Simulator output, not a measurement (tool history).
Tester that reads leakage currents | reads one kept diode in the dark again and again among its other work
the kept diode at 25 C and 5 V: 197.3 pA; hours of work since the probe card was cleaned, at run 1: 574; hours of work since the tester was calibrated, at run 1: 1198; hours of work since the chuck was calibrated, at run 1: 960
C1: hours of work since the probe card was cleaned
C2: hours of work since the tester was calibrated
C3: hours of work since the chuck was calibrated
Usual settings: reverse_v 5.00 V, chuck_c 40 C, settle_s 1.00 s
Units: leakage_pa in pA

{"run": 1, "day": 0.0, "reverse_v": 5.0, "chuck_c": 40, "settle_s": 1.0, "C1": 574, "C2": 1198, "C3": 960, "leakage_pa": 893.15}
{"run": 2, "day": 1.192, "reverse_v": 5.0, "chuck_c": 40, "settle_s": 1.0, "C1": 587, "C2": 1211, "C3": 973, "leakage_pa": 897.87}
{"run": 3, "day": 2.904, "reverse_v": 5.0, "chuck_c": 40, "settle_s": 1.0, "C1": 605, "C2": 1230, "C3": 992, "leakage_pa": 898.86}
{"run": 4, "day": 3.771, "reverse_v": 5.0, "chuck_c": 40, "settle_s": 1.0, "C1": 615, "C2": 1239, "C3": 1001, "leakage_pa": 899.26}
{"run": 5, "day": 5.438, "reverse_v": 5.0, "chuck_c": 40, "settle_s": 1.0, "C1": 633, "C2": 1257, "C3": 1019, "leakage_pa": 908.58}
{"run": 6, "day": 6.617, "reverse_v": 5.0, "chuck_c": 40, "settle_s": 1.0, "C1": 646, "C2": 1270, "C3": 1032, "leakage_pa": 911.06}
{"run": 7, "day": 7.917, "reverse_v": 5.0, "chuck_c": 40, "settle_s": 1.0, "C1": 660, "C2": 1284, "C3": 1046, "leakage_pa": 906.66}
{"run": 8, "day": 8.667, "reverse_v": 5.0, "chuck_c": 40, "settle_s": 1.0, "C1": 668, "C2": 1292, "C3": 1055, "leakage_pa": 913.44}
{"run": 9, "day": 9.396, "reverse_v": 5.0, "chuck_c": 40, "settle_s": 1.0, "C1": 676, "C2": 1300, "C3": 1062, "leakage_pa": 911.24}
{"run": 10, "day": 10.458, "reverse_v": 2.83, "chuck_c": 40, "settle_s": 1.0, "C1": 688, "C2": 1312, "C3": 1074, "leakage_pa": 690.59}
{"run": 11, "day": 11.988, "reverse_v": 2.83, "chuck_c": 45, "settle_s": 1.0, "C1": 704, "C2": 1329, "C3": 1091, "leakage_pa": 1049.43}
{"run": 12, "day": 12.758, "reverse_v": 2.83, "chuck_c": 45, "settle_s": 1.0, "C1": 713, "C2": 1337, "C3": 1099, "leakage_pa": 1044.71}
{"run": 13, "day": 14.5, "reverse_v": 5.0, "chuck_c": 40, "settle_s": 1.0, "C1": 732, "C2": 1356, "C3": 1118, "leakage_pa": 922.43}
{"run": 14, "day": 15.854, "reverse_v": 5.0, "chuck_c": 40, "settle_s": 1.0, "C1": 746, "C2": 1371, "C3": 1133, "leakage_pa": 924.53}
{"day": 16.096, "done": "chuck's temperature calibrated"}
{"run": 15, "day": 17.188, "reverse_v": 5.0, "chuck_c": 40, "settle_s": 1.0, "C1": 760, "C2": 1384, "C3": 12, "leakage_pa": 753.73}
{"run": 16, "day": 18.158, "reverse_v": 5.0, "chuck_c": 40, "settle_s": 1.0, "C1": 770, "C2": 1395, "C3": 22, "leakage_pa": 753.72}
{"run": 17, "day": 19.217, "reverse_v": 5.0, "chuck_c": 43, "settle_s": 1.0, "C1": 782, "C2": 1406, "C3": 34, "leakage_pa": 966.56}
{"run": 18, "day": 20.15, "reverse_v": 5.77, "chuck_c": 59, "settle_s": 5.75, "C1": 792, "C2": 1416, "C3": 44, "leakage_pa": 3687.38}
{"run": 19, "day": 20.975, "reverse_v": 5.77, "chuck_c": 59, "settle_s": 5.75, "C1": 801, "C2": 1425, "C3": 53, "leakage_pa": 3698.06}
{"run": 20, "day": 22.575, "reverse_v": 5.77, "chuck_c": 59, "settle_s": 5.75, "C1": 818, "C2": 1443, "C3": 70, "leakage_pa": 3702.7}
{"run": 21, "day": 23.596, "reverse_v": 5.77, "chuck_c": 59, "settle_s": 5.75, "C1": 829, "C2": 1454, "C3": 81, "leakage_pa": 3714.47}
{"run": 22, "day": 25.108, "reverse_v": 5.0, "chuck_c": 53, "settle_s": 1.0, "C1": 846, "C2": 1470, "C3": 98, "leakage_pa": 2197.99}
{"run": 23, "day": 26.871, "reverse_v": 3.01, "chuck_c": 53, "settle_s": 2.6, "C1": 865, "C2": 1489, "C3": 117, "leakage_pa": 1716.02}
{"run": 24, "day": 28.508, "reverse_v": 3.01, "chuck_c": 53, "settle_s": 2.6, "C1": 883, "C2": 1507, "C3": 135, "leakage_pa": 1724.49}
{"run": 25, "day": 29.296, "reverse_v": 3.01, "chuck_c": 53, "settle_s": 2.6, "C1": 891, "C2": 1516, "C3": 143, "leakage_pa": 1723.86}
{"run": 26, "day": 30.638, "reverse_v": 1.09, "chuck_c": 28, "settle_s": 1.0, "C1": 906, "C2": 1530, "C3": 158, "leakage_pa": 127.05}
{"run": 27, "day": 31.979, "reverse_v": 1.33, "chuck_c": 40, "settle_s": 2.33, "C1": 921, "C2": 1545, "C3": 173, "leakage_pa": 402.37}
{"run": 28, "day": 33.525, "reverse_v": 1.33, "chuck_c": 56, "settle_s": 3.83, "C1": 937, "C2": 1562, "C3": 189, "leakage_pa": 1456.4}
{"run": 29, "day": 34.879, "reverse_v": 1.33, "chuck_c": 56, "settle_s": 3.83, "C1": 952, "C2": 1576, "C3": 204, "leakage_pa": 1470.01}
{"run": 30, "day": 35.733, "reverse_v": 5.0, "chuck_c": 36, "settle_s": 1.0, "C1": 961, "C2": 1586, "C3": 213, "leakage_pa": 553.99}
{"run": 31, "day": 37.462, "reverse_v": 5.0, "chuck_c": 36, "settle_s": 1.0, "C1": 980, "C2": 1605, "C3": 232, "leakage_pa": 554.7}
{"run": 32, "day": 38.712, "reverse_v": 5.0, "chuck_c": 36, "settle_s": 1.0, "C1": 994, "C2": 1618, "C3": 246, "leakage_pa": 559.13}
{"run": 33, "day": 39.904, "reverse_v": 1.16, "chuck_c": 46, "settle_s": 0.96, "C1": 1007, "C2": 1631, "C3": 259, "leakage_pa": 628.73}

Hidden state or all else? Some run-to-run changes of leakage_pa, split into what the settings, what came in and random variation would give without the hidden state, and what is left for the hidden state (with any gauge scatter that isn't in both results):
The hidden state here: stray current of the dirty probe card, pA a volt; current scale over the true one, %; true chuck temperature over the reading, C; drift of the gauge itself on leakage_pa, %.
Run 9 -> 10: reverse_v 5.00 -> 2.83. leakage_pa -220.65 pA: hidden state -37.13, all else -183.52.
Run 10 -> 11: chuck_c 40 -> 45. leakage_pa +358.84 pA: hidden state +59.50, all else +299.34.
Run 14 -> 15: chuck's temperature calibrated. leakage_pa -170.80 pA: hidden state -172.62, all else +1.82.
Run 17 -> 18: reverse_v 5.00 -> 5.77, chuck_c 43 -> 59, settle_s 1.00 -> 5.75. leakage_pa +2720.82 pA: hidden state -3.84, all else +2724.66.
Run 21 -> 22: reverse_v 5.77 -> 5.00, chuck_c 59 -> 53, settle_s 5.75 -> 1.00. leakage_pa -1516.48 pA: hidden state +0.58, all else -1517.06.
Run 25 -> 26: reverse_v 3.01 -> 1.09, chuck_c 53 -> 28, settle_s 2.60 -> 1.00. leakage_pa -1596.81 pA: hidden state -23.30, all else -1573.51.
